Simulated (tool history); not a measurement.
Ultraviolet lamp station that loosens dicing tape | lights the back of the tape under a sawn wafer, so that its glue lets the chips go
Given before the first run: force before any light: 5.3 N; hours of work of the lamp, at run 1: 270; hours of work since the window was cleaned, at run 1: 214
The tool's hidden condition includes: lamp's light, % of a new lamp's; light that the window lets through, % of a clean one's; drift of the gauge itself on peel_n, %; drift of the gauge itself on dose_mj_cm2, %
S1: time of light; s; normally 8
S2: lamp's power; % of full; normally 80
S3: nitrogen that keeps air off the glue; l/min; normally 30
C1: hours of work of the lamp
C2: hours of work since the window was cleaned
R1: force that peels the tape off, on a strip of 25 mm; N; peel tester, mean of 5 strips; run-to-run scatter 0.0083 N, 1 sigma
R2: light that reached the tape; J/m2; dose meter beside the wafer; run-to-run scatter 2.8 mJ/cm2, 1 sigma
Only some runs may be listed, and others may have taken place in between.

run	hour	S1	S2	S3	C1	C2	R1	R2
1	0.0	8	80	30	270	214	0.458	3400
2	20.4	8	80	30	279	223	0.459	3360
3	46.8	8	80	30	291	235	0.462	3360
4	70.9	8	80	30	302	246	0.480	3290
5	93.9	8	80	30	312	256	0.477	3260
6	114.3	8	80	30	321	266	0.477	3300
7	133.0	4	82	33	330	274	1.357	1700
# hour 135.8: window cleaned of glue's vapour
8	145.4	8	90	30	335	4	0.467	3280
9	166.4	6	91	30	344	14	0.806	2470
10	191.4	10	83	30	356	25	0.362	3730
11	212.0	10	83	19	365	34	0.497	3710

Run 12 is up next; what results do you expect?
# hour 222.4: window cleaned of glue's vapour, once more
12	226.2	6	77	14	371	2	?	?

{"run 12": {"R1": 1.08, "R2": 2650}}
Were there no unlogged condition in the tool, this run, its random variation unchanged, would have produced R1 0.960 N, R2 2860 J/m2.
